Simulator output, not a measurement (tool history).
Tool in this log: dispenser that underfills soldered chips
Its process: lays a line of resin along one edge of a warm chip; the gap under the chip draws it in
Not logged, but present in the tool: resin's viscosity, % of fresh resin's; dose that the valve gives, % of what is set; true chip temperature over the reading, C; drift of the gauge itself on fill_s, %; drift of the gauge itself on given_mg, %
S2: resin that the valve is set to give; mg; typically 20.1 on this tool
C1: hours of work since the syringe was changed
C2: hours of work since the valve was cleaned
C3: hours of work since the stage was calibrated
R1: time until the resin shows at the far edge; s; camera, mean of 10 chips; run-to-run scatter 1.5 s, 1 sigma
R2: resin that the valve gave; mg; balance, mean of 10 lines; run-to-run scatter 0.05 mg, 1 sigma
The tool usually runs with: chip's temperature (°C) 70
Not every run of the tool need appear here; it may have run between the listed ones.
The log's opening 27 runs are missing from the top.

run 28 hour=219.1 | chip's_temperature_(°C)=73 S2=18.5 | C1=10 C2=8 C3=451 | R1=184.3 R2=18.25
-- hour=221.0 new syringe of resin
run 29 hour=223.8 | chip's_temperature_(°C)=73 S2=18.5 | C1=2 C2=11 C3=455 | R1=135.4 R2=18.23
run 30 hour=231.5 | chip's_temperature_(°C)=58 S2=19.5 | C1=7 C2=17 C3=460 | R1=290.2 R2=19.14
-- hour=236.8 new syringe of resin
run 31 hour=238.8 | chip's_temperature_(°C)=77 S2=20.1 | C1=1 C2=22 C3=465 | R1=115.4 R2=19.66
run 32 hour=247.3 | chip's_temperature_(°C)=68 S2=20.1 | C1=7 C2=28 C3=471 | R1=200.2 R2=19.54
-- hour=252.7 new syringe of resin
run 33 hour=256.6 | chip's_temperature_(°C)=84 S2=17.9 | C1=3 C2=34 C3=477 | R1=94.3 R2=17.35
run 34 hour=266.1 | chip's_temperature_(°C)=59 S2=19.4 | C1=9 C2=41 C3=484 | R1=289.3 R2=18.65
-- hour=268.0 dispensing valve cleaned and set on the balance
-- hour=269.6 new syringe of resin
run 35 hour=274.5 | chip's_temperature_(°C)=59 S2=19.4 | C1=3 C2=4 C3=489 | R1=231.1 R2=19.31

Here are 4 independent what-if runs from the current tool condition. What would each one return?
run A hour=280.8 | chip's_temperature_(°C)=59 S2=18.2 | C1=8 C2=9 C3=493 | R1=? R2=?
run B hour=280.8 | chip's_temperature_(°C)=67 S2=19.2 | C1=8 C2=9 C3=493 | R1=? R2=?
run C hour=280.8 | chip's_temperature_(°C)=83 S2=21.8 | C1=8 C2=9 C3=493 | R1=? R2=?
run D hour=280.8 | chip's_temperature_(°C)=58 S2=20.1 | C1=8 C2=9 C3=493 | R1=? R2=?

run=A R1=275.3 R2=18.04
run=B R1=209.8 R2=18.92
run=C R1=115.7 R2=21.67
run=D R1=288.9 R2=19.96
What these runs would have given with no unlogged condition in the tool:
run=A R1=222.5 R2=18.20
run=B R1=169.0 R2=19.09
run=C R1=92.5 R2=21.86
run=D R1=233.9 R2=20.14
